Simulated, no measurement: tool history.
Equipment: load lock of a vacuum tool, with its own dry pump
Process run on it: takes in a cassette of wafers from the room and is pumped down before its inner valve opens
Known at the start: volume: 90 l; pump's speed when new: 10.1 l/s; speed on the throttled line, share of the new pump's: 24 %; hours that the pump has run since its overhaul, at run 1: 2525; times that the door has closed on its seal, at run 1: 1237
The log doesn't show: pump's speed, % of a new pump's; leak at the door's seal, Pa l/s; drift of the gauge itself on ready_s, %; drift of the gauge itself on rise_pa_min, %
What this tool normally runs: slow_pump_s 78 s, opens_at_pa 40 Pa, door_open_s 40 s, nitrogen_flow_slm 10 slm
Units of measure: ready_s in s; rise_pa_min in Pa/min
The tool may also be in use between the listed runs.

| run | hour | slow_pump_s | opens_at_pa | door_open_s | nitrogen_flow_slm | hours that the pump has run since its overhaul | times that the door has closed on its seal | incoming humidity of the room's air, % | ready_s | rise_pa_min |
|---|---|---|---|---|---|---|---|---|---|---|
| 1 | 0 | 78 | 40 | 40 | 10 | 2525 | 1237 | 43.6 | 132.8 | 0.036 |
| 2 | 101 | 78 | 40 | 40 | 10 | 2626 | 1725 | 47.2 | 131 | 0.04 |
| 3 | 269.4 | 78 | 40 | 40 | 10 | 2795 | 2538 | 45.5 | 133.7 | 0.043 |
| 4 | 436.9 | 78 | 40 | 40 | 10 | 2962 | 3346 | 46.4 | 132.7 | 0.042 |
| 5 | 582 | 78 | 40 | 40 | 10 | 3107 | 4047 | 46.8 | 134.3 | 0.05 |
| 6 | 662.5 | 78 | 40 | 40 | 10 | 3188 | 4435 | 43.4 | 132.8 | 0.047 |
| 7 | 809.3 | 78 | 40 | 40 | 10 | 3334 | 5144 | 46.3 | 135 | 0.054 |
| 8 | 882 | 114 | 40 | 40 | 10 | 3407 | 5495 | 42.4 | 159.1 | 0.057 |
| 9 | 996.4 | 114 | 40 | 40 | 10 | 3521 | 6047 | 45 | 161.7 | 0.052 |
| 10 | 1150.3 | 78 | 40 | 40 | 10 | 3675 | 6790 | 45.4 | 132.8 | 0.06 |
| 11 | 1277.9 | 78 | 40 | 40 | 10 | 3803 | 7406 | 43.9 | 135.8 | 0.059 |
| 12 | 1380.3 | 78 | 40 | 40 | 10 | 3905 | 7900 | 45.3 | 134.6 | 0.069 |
| 13 | 1468.2 | 78 | 40 | 40 | 10 | 3993 | 8325 | 46 | 134.8 | 0.072 |
| 14 | 1577.8 | 78 | 40 | 40 | 10 | 4103 | 8854 | 45.6 | 134.9 | 0.074 |
| 15 | 1722.5 | 78 | 40 | 40 | 10 | 4248 | 9552 | 43.9 | 134.3 | 0.069 |
| 16 | 1823.6 | 78 | 40 | 40 | 10 | 4349 | 10041 | 46.4 | 134.9 | 0.083 |
| 17 | 1992.2 | 78 | 40 | 40 | 10 | 4517 | 10854 | 42.7 | 135.9 | 0.084 |
| 18 | 2110.7 | 78 | 40 | 40 | 10 | 4636 | 11426 | 46.1 | 134.1 | 0.087 |
| 19 | 2251.9 | 78 | 32 | 40 | 10 | 4777 | 12108 | 45.8 | 135.7 | 0.091 |
| 20 | 2426.4 | 134 | 40 | 40 | 8 | 4952 | 12950 | 46 | 176.7 | 0.098 |
| 21 | 2592.8 | 88 | 41 | 166 | 10 | 5118 | 13754 | 46.4 | 143.6 | 0.127 |
| 22 | 2754.8 | 88 | 41 | 166 | 10 | 5280 | 14535 | 45.6 | 142.8 | 0.136 |
| 23 | 2917.2 | 95 | 40 | 28 | 10 | 5442 | 15319 | 43.4 | 149.1 | 0.108 |
| 24 | 2996.9 | 95 | 48 | 28 | 19 | 5522 | 15704 | 42.5 | 147.4 | 0.109 |
| 25 | 3082.7 | 95 | 48 | 28 | 19 | 5608 | 16119 | 42.2 | 146.4 | 0.107 |
| 26 | 3182 | 100 | 47 | 128 | 16 | 5707 | 16598 | 44.2 | 152.1 | 0.143 |
| 27 | 3344.5 | 85 | 56 | 128 | 15 | 5870 | 17382 | 48 | 138 | 0.157 |
| 28 | 3435.6 | 78 | 40 | 32 | 6 | 5961 | 17822 | 45 | 135.8 | 0.139 |
| 29 | 3565.1 | 78 | 79 | 32 | 6 | 6090 | 18447 | 45.6 | 129.9 | 0.147 |
| 30 | 3676.4 | 78 | 79 | 32 | 6 | 6202 | 18985 | 44.7 | 129.6 | 0.147 |
| 31 | 3751.7 | 75 | 40 | 144 | 10 | 6277 | 19348 | 45.9 | 134.7 | 0.181 |
| 32 | 3858.7 | 78 | 43 | 40 | 38 | 6384 | 19864 | 46.2 | 138.3 | 0.148 |
| 33 | 3974.1 | 78 | 35 | 52 | 36 | 6499 | 20421 | 43.7 | 138.9 | 0.149 |
| 34 | 4121.7 | 78 | 35 | 52 | 36 | 6647 | 21134 | 46.4 | 140 | 0.162 |
| 35 | 4206.8 | 79 | 66 | 52 | 36 | 6732 | 21545 | 46.5 | 132.8 | 0.156 |
| 36 | 4293.9 | 96 | 50 | 84 | 6 | 6819 | 21965 | 46.4 | 149.5 | 0.195 |
| 37 | 4372.8 | 47 | 40 | 141 | 18 | 6898 | 22346 | 45.8 | 115.7 | 0.196 |

Some steps in ready_s, run to run, broken into two amounts with sign: the step expected even without the hidden condition (settings, incoming material, random variation), and the rest, left for the hidden condition together with whatever gauge scatter is not in both the measured and the hidden-condition-free result:
Run 19 -> 20: slow_pump_s 78 -> 134, opens_at_pa 32 -> 40, nitrogen_flow_slm 10 -> 8. ready_s +41 s: hidden state -1.6, all else +42.6.
Run 20 -> 21: slow_pump_s 134 -> 88, opens_at_pa 40 -> 41, door_open_s 40 -> 166, nitrogen_flow_slm 8 -> 10. ready_s -33.1 s: hidden state +1.5, all else -34.6.
Run 36 -> 37: slow_pump_s 96 -> 47, opens_at_pa 50 -> 40, door_open_s 84 -> 141, nitrogen_flow_slm 6 -> 18. ready_s -33.8 s: hidden state +2.4, all else -36.2.
